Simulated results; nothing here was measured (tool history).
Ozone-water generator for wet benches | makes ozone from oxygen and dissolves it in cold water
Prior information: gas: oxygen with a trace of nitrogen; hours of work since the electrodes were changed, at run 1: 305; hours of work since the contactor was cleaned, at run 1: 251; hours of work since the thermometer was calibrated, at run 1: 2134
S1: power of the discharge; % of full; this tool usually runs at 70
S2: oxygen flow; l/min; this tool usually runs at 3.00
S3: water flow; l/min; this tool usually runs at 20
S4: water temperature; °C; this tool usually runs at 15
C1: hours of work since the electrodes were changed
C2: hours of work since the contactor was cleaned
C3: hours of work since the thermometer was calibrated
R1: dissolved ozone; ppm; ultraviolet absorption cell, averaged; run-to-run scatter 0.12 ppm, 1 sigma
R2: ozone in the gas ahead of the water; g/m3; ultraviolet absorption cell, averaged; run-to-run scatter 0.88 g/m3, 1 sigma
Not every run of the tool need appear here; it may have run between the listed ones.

run 1 day=0.000 | S1=70 S2=3.00 S3=20 S4=15 | C1=305 C2=251 C3=2134 | R1=11.9 R2=143.2
run 2 day=0.633 | S1=70 S2=3.00 S3=20 S4=15 | C1=316 C2=262 C3=2145 | R1=11.8 R2=145.3
run 3 day=1.212 | S1=70 S2=3.00 S3=20 S4=15 | C1=326 C2=272 C3=2155 | R1=11.9 R2=145.7
run 4 day=2.083 | S1=70 S2=3.00 S3=20 S4=15 | C1=341 C2=287 C3=2170 | R1=12.2 R2=145.3
run 5 day=2.750 | S1=70 S2=3.00 S3=20 S4=15 | C1=353 C2=299 C3=2182 | R1=12.1 R2=144.2
run 6 day=3.775 | S1=70 S2=3.00 S3=20 S4=15 | C1=371 C2=317 C3=2200 | R1=12.1 R2=144.8
run 7 day=4.421 | S1=70 S2=3.00 S3=20 S4=15 | C1=382 C2=328 C3=2211 | R1=12.2 R2=145.4
run 8 day=5.596 | S1=85 S2=3.00 S3=20 S4=15 | C1=402 C2=348 C3=2231 | R1=13.6 R2=163.5
run 9 day=6.879 | S1=70 S2=3.00 S3=20 S4=15 | C1=425 C2=371 C3=2254 | R1=11.8 R2=141.8
run 10 day=7.912 | S1=70 S2=3.00 S3=20 S4=15 | C1=443 C2=389 C3=2272 | R1=12.2 R2=144.8
run 11 day=8.983 | S1=70 S2=3.00 S3=20 S4=15 | C1=461 C2=407 C3=2290 | R1=12.0 R2=145.0
run 12 day=9.846 | S1=70 S2=3.00 S3=20 S4=15 | C1=476 C2=422 C3=2305 | R1=11.8 R2=145.5
run 13 day=10.742 | S1=70 S2=3.00 S3=20 S4=9 | C1=492 C2=438 C3=2321 | R1=12.9 R2=143.6
run 14 day=11.492 | S1=70 S2=3.00 S3=20 S4=15 | C1=505 C2=451 C3=2334 | R1=11.8 R2=145.2
run 15 day=12.029 | S1=70 S2=3.00 S3=15 S4=15 | C1=514 C2=461 C3=2343 | R1=15.8 R2=143.4
run 16 day=12.792 | S1=70 S2=3.00 S3=21 S4=15 | C1=528 C2=474 C3=2357 | R1=11.4 R2=143.8

The next listed run, before its measurement:
run 17 day=13.862 | S1=70 S2=3.22 S3=21 S4=15 | C1=546 C2=492 C3=2375 | R1=? R2=?

{"run 17": {"R1": 11.4, "R2": 138.5}}
The same run, on a tool lacking any hidden state, would have yielded R1 11.7 ppm, R2 139.8 g/m3.
